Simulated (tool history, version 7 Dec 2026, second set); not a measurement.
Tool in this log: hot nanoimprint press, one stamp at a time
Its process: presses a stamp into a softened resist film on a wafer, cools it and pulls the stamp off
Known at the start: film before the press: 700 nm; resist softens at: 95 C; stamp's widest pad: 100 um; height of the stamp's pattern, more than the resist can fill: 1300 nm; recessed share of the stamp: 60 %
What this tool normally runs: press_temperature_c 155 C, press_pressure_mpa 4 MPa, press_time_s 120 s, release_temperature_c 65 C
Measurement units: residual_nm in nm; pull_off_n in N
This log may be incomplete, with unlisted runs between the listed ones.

run     day  press_temperature_c  press_pressure_mpa  press_time_s  release_temperature_c  residual_nm  pull_off_n
  1       0                  155                   4           120                     65        284.8         226
      1.192  -- stamp cleaned and given a new release coat
  2   2.183                  155                   4           120                     65        288.4         148
  3   4.158                  155                2.87           120                     65        342.2         158
  4   5.758                  155                2.87           120                     51        347.6         179
  5   7.896                  155                   4           120                     65        292.4         172
  6   9.679                  155                   4           120                     65        294.2         172
  7  11.792                  155                 5.3           120                     65        255.1         181
  8  14.162                  165                   4           120                     65        213.1         187
     15.421  -- plate thermocouple calibrated
  9  16.475                  165                   4           120                     65        205.8         191
 10  17.679                  165                   4           120                     65        203.3         190
     19.829  -- press's hydraulic seals changed and the load cell set to zero
 11  20.304                  165                   4           120                     65        202.2         199
 12  21.775                  165                   4           120                     65        202.8         210
 13  22.929                  155                   4            63                     65        361.6         209
 14  23.996                  155                5.74            63                     65        295.7         214
 15  25.125                  155                5.74            63                     65        297.4         226
 16  27.042                  146                5.74           102                     60        358.1         230
      28.55  -- stamp cleaned and given a new release coat
 17   28.55                  164                   4            67                     64        262.8         145
 18  30.842                  164                4.28           120                     70        204.5         150

Expected results for the next run?
 19  32.1                  164                4.28           120                     52            ?           ?

residual_nm: 206.2 nm
pull_off_n: 176 N
Take away the tool's hidden state, keep the run-to-run variation as it was, and the same run would have given residual_nm 195.4 nm, pull_off_n 164 N.
